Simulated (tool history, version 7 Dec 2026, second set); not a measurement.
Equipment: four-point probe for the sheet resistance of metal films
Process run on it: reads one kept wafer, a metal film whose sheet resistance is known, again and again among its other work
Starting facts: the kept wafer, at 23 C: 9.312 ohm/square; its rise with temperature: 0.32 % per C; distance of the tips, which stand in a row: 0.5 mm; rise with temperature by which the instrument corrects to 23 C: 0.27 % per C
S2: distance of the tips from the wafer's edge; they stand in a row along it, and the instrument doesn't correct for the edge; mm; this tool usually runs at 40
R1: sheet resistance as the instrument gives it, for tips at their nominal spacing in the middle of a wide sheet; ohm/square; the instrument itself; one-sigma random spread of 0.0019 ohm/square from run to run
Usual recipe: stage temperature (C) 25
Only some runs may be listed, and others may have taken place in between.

Run 1, day 0: usual settings. Result: R1 9.287181 ohm/square.
Run 2, day 0.425: usual settings. Result: R1 9.286557 ohm/square.
Run 3, day 0.988: usual settings. Result: R1 9.287574 ohm/square.
Run 4, day 1.833: usual settings. Result: R1 9.285548 ohm/square.
Run 5, day 2.662: usual settings but stage temperature (C) 21. Result: R1 9.271308 ohm/square.
Run 6, day 3.192: usual settings but stage temperature (C) 21. Result: R1 9.268824 ohm/square.
Run 7, day 4.15: usual settings. Result: R1 9.286371 ohm/square.
Run 8, day 4.808: usual settings. Result: R1 9.286887 ohm/square.
Run 9, day 5.275: usual settings. Result: R1 9.286667 ohm/square.
Run 10, day 6.117: usual settings. Result: R1 9.283997 ohm/square.
Run 11, day 6.688: usual settings. Result: R1 9.285807 ohm/square.
Run 12, day 7.429: usual settings but stage temperature (C) 23. Result: R1 9.280588 ohm/square.
Run 13, day 8: usual settings. Result: R1 9.286805 ohm/square.
Run 14, day 8.767: usual settings. Result: R1 9.28663 ohm/square.
Run 15, day 9.392: usual settings. Result: R1 9.28584 ohm/square.
At day 9.467: stage's thermometer calibrated.
Run 16, day 9.812: usual settings. Result: R1 9.286511 ohm/square.
Run 17, day 10.5: usual settings. Result: R1 9.285573 ohm/square.
Run 18, day 11.188: usual settings but stage temperature (C) 32, S2 25 mm. Result: R1 9.31922 ohm/square.
Run 19, day 11.833: usual settings but stage temperature (C) 22, S2 41 mm. Result: R1 9.27123 ohm/square.
At day 12.017: stage's thermometer calibrated, once more.
Run 20, day 12.4: usual settings but stage temperature (C) 22, S2 9 mm. Result: R1 9.279601 ohm/square.
Run 21, day 13.292: usual settings but stage temperature (C) 30, S2 48 mm. Result: R1 9.301663 ohm/square.
Run 22, day 13.775: usual settings but stage temperature (C) 19. Result: R1 9.251701 ohm/square.
Run 23, day 14.746: usual settings but stage temperature (C) 19. Result: R1 9.248839 ohm/square.
Run 24, day 15.579: usual settings but stage temperature (C) 19. Result: R1 9.252227 ohm/square.
Run 25, day 16.371: usual settings but stage temperature (C) 28, S2 52 mm. Result: R1 9.294633 ohm/square.
Run 26, day 17.112: usual settings but stage temperature (C) 28, S2 52 mm. Result: R1 9.294598 ohm/square.
Run 27, day 18.004: usual settings but S2 8 mm. Result: R1 9.300272 ohm/square.
Run 28, day 18.642: usual settings but S2 8 mm. Result: R1 9.298831 ohm/square.
Run 29, day 19.596: usual settings but stage temperature (C) 35, S2 53 mm. Result: R1 9.324748 ohm/square.
Run 30, day 20.2: usual settings but stage temperature (C) 24, S2 29 mm. Result: R1 9.27394 ohm/square.
Run 31, day 20.746: usual settings but stage temperature (C) 24, S2 29 mm. Result: R1 9.270148 ohm/square.

The logged runs with the hidden state left out (each run's random variation unchanged):
Hidden state present: inner tips' distance over the nominal, %; tips' flats over new ones', %; wafer's true temperature over the reading, C; drift of the gauge itself on sheet_ohm, %.
run        R1
  1  9.322006
  2  9.321463
  3  9.322619
  4  9.320777
  5  9.306635
  6  9.304264
  7  9.322139
  8  9.322808
  9  9.322715
 10  9.320226
 11  9.322169
 12  9.317084
 13   9.32348
 14  9.323484
 15  9.322846
 16    9.3232
 17  9.322419
 18  9.356456
 19   9.30829
 20  9.321378
 21  9.343733
 22  9.293682
 23  9.291039
 24   9.29461
 25  9.337392
 26  9.337526
 27  9.343426
 28  9.342126
 29  9.368392
 30  9.317522
 31  9.313831

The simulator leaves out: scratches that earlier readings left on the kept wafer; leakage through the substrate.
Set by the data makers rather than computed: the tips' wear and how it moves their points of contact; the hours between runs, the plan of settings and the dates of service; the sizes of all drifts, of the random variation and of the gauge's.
